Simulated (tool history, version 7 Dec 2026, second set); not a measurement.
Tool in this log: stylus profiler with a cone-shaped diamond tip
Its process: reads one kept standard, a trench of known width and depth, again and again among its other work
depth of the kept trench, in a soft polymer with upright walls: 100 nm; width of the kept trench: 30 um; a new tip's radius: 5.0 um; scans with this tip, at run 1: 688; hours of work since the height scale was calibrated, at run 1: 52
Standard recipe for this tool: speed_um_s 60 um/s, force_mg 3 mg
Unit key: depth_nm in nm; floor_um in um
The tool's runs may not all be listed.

run   hour  speed_um_s  force_mg  scans with this tip  hours of work since the height scale was calibrated  depth_nm  floor_um
  1      0          60         3                  688                                                   52     100.6     27.64
  2   14.3          60         3                  777                                                   59    100.55      27.7
  3   23.4          60         3                  834                                                   63    100.54     27.66
  4   31.3          60         3                  883                                                   67    100.55     27.58
  5   43.1          60      3.23                  956                                                   72    100.74     27.67
  6   55.9          60      3.23                 1037                                                   79    100.62     27.68
  7   71.7          60      1.51                 1135                                                   86    100.47     27.47
  8   88.7          60         3                 1241                                                   94    100.56     27.65
  9  102.3          46      4.16                 1326                                                  100    100.78     27.71
 10  111.1         219      6.27                 1380                                                  105    100.98     27.16
 11  120.8          63      3.08                 1440                                                  109    100.62     27.63
 12  131.6          27      1.87                 1508                                                  114    100.39     27.75
 13  139.4          45      8.09                 1556                                                  118    101.12     27.76
 14  149.4          45      1.35                 1618                                                  123    100.29     27.57
 15  159.2         105      1.35                 1679                                                  127    100.35     27.14

For some of the steps in floor_um from one run to the next: how much would appear even if the tool had no hidden state, given the settings, what came in and random variation, and how much remains for the hidden state plus any gauge scatter that the measured result and the result without hidden state don't share?
The tool's hidden condition here consists of: radius of the tip, um; height scale over the true one, %; drift of the gauge itself on depth_nm, %; drift of the gauge itself on floor_um, %.
Run 1 -> 2: no setting touched and nothing written in the log between the runs. floor_um +0.06 um: hidden state -0.02, all else +0.08.
Run 9 -> 10: speed_um_s 46 -> 219, force_mg 4.16 -> 6.27. floor_um -0.55 um: hidden state +0, all else -0.55.
